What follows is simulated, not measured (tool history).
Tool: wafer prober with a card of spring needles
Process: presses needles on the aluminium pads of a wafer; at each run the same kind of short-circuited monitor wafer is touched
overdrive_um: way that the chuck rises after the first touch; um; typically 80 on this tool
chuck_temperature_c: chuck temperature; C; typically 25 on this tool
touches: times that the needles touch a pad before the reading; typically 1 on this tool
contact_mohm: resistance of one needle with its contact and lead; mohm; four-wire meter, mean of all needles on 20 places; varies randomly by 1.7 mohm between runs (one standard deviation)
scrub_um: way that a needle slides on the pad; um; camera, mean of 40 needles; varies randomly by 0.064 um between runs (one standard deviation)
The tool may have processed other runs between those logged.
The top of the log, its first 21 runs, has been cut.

At hour 232.7: tips cleaned on abrasive film.
At hour 236.3: gauge calibrated.
At hour 240.5: tips cleaned on abrasive film.
Run 22, hour 246.2: usual settings but overdrive_um 94 um. Result: contact_mohm 176 mohm, scrub_um 14.12 um.
At hour 248.1: tips cleaned on abrasive film.
At hour 256.2: tips cleaned on abrasive film.
Run 23, hour 258.4: usual settings but overdrive_um 94 um. Result: contact_mohm 176 mohm, scrub_um 14.14 um.
At hour 264.0: tips cleaned on abrasive film.
At hour 272.0: tips cleaned on abrasive film.
Run 24, hour 274.3: usual settings but overdrive_um 79 um, chuck_temperature_c 41 C. Result: contact_mohm 179 mohm, scrub_um 11.84 um.
At hour 279.6: tips cleaned on abrasive film.
At hour 287.1: tips cleaned on abrasive film.
Run 25, hour 289.2: usual settings but overdrive_um 79 um, chuck_temperature_c 41 C. Result: contact_mohm 180 mohm, scrub_um 11.99 um.
At hour 295.1: tips cleaned on abrasive film.
Run 26, hour 298.6: usual settings but overdrive_um 92 um, chuck_temperature_c 124 C, touches 2. Result: contact_mohm 195 mohm, scrub_um 13.71 um.
At hour 302.8: tips cleaned on abrasive film.
Run 27, hour 308.9: usual settings but overdrive_um 92 um, chuck_temperature_c 124 C, touches 2. Result: contact_mohm 196 mohm, scrub_um 13.79 um.
At hour 311.4: tips cleaned on abrasive film.
At hour 318.9: tips cleaned on abrasive film.
Run 28, hour 324.4: usual settings but overdrive_um 88 um, chuck_temperature_c 79 C, touches 2. Result: contact_mohm 190 mohm, scrub_um 13.04 um.
At hour 326.8: tips cleaned on abrasive film.
Run 29, hour 332.6: usual settings but overdrive_um 88 um, chuck_temperature_c 79 C, touches 2. Result: contact_mohm 189 mohm, scrub_um 13.30 um.
At hour 334.5: tips cleaned on abrasive film.
Run 30, hour 339.8: usual settings but overdrive_um 79 um, chuck_temperature_c 71 C, touches 2. Result: contact_mohm 186 mohm, scrub_um 11.81 um.
At hour 342.3: tips cleaned on abrasive film.
At hour 350.5: tips cleaned on abrasive film.
Run 31, hour 353.9: usual settings but overdrive_um 97 um, chuck_temperature_c 65 C, touches 3. Result: contact_mohm 183 mohm, scrub_um 14.35 um.

Branching from run 31: 4 alternative next runs. What would each branch give?
At hour 358.4: tips cleaned on abrasive film.
Run A, hour 360.8: usual settings but overdrive_um 77 um, chuck_temperature_c 80 C, touches 2. Result: contact_mohm ?, scrub_um ?.
At hour 358.4: tips cleaned on abrasive film.
Run B, hour 360.8: usual settings but touches 3. Result: contact_mohm ?, scrub_um ?.
At hour 358.4: tips cleaned on abrasive film.
Run C, hour 360.8: usual settings but overdrive_um 97 um, chuck_temperature_c 82 C, touches 3. Result: contact_mohm ?, scrub_um ?.
At hour 358.4: tips cleaned on abrasive film.
Run D, hour 360.8: usual settings but chuck_temperature_c 32 C. Result: contact_mohm ?, scrub_um ?.

run  contact_mohm  scrub_um
  A           185     11.52
  B           180     11.85
  C           190     14.47
  D           178     11.93
What these runs would have given with no unlogged condition in the tool:
run  contact_mohm  scrub_um
  A           185     11.69
  B           180     12.03
  C           190     14.69
  D           178     12.11

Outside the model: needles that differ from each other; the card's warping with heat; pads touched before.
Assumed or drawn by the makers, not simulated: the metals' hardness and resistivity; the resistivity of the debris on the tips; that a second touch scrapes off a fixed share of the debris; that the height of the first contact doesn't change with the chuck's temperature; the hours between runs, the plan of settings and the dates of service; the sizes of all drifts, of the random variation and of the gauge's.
